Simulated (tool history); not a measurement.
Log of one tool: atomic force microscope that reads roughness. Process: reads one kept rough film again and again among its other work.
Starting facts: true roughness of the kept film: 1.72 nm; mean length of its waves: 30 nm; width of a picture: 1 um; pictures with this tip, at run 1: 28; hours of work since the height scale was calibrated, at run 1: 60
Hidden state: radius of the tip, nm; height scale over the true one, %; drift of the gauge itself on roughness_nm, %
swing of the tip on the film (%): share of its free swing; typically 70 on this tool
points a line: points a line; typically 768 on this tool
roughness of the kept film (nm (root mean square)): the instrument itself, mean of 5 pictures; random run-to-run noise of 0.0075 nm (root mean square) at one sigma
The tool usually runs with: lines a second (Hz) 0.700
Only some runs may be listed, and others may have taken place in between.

| run | hour | lines a second (Hz) | swing of the tip on the film (%) | points a line | pictures with this tip | hours of work since the height scale was calibrated | roughness of the kept film (nm (root mean square)) |
|---|---|---|---|---|---|---|---|
| 1 | 0.0 | 0.700 | 70 | 768 | 28 | 60 | 1.550 |
| 2 | 5.2 | 0.700 | 70 | 334 | 38 | 63 | 1.520 |
| 3 | 14.1 | 0.700 | 70 | 334 | 56 | 68 | 1.483 |
| 4 | 23.6 | 0.576 | 70 | 334 | 74 | 74 | 1.475 |
| 5 | 28.8 | 0.576 | 74 | 334 | 84 | 78 | 1.463 |
|  | 30.2 | new tip fitted |
| 6 | 38.1 | 0.700 | 70 | 768 | 15 | 83 | 1.566 |
| 7 | 49.9 | 0.700 | 70 | 768 | 38 | 90 | 1.527 |
| 8 | 61.0 | 1.711 | 66 | 644 | 60 | 97 | 1.455 |
| 9 | 68.6 | 1.711 | 66 | 644 | 75 | 102 | 1.419 |
|  | 74.1 | new tip fitted |
| 10 | 75.9 | 1.711 | 66 | 644 | 3 | 106 | 1.532 |
| 11 | 87.8 | 3.529 | 70 | 510 | 26 | 113 | 1.357 |
| 12 | 94.3 | 1.046 | 70 | 427 | 39 | 118 | 1.495 |
| 13 | 101.8 | 0.630 | 84 | 572 | 54 | 122 | 1.464 |

Here are 5 independent what-if runs from the current tool condition. What would each one return?
| A | 113.4 | 0.906 | 66 | 310 | 76 | 129 | ? |
| B | 113.4 | 3.780 | 57 | 346 | 76 | 129 | ? |
| C | 113.4 | 0.626 | 78 | 905 | 76 | 129 | ? |
| D | 113.4 | 2.330 | 89 | 315 | 76 | 129 | ? |
| E | 113.4 | 1.835 | 61 | 725 | 76 | 129 | ? |

| run | roughness of the kept film (nm (root mean square)) |
|---|---|
| A | 1.467 |
| B | 1.398 |
| C | 1.459 |
| D | 1.153 |
| E | 1.457 |
The same runs, with their run-to-run variation unchanged, on a tool lacking any hidden condition would have given:
| run | roughness of the kept film (nm (root mean square)) |
|---|---|
| A | 1.583 |
| B | 1.508 |
| C | 1.574 |
| D | 1.244 |
| E | 1.572 |
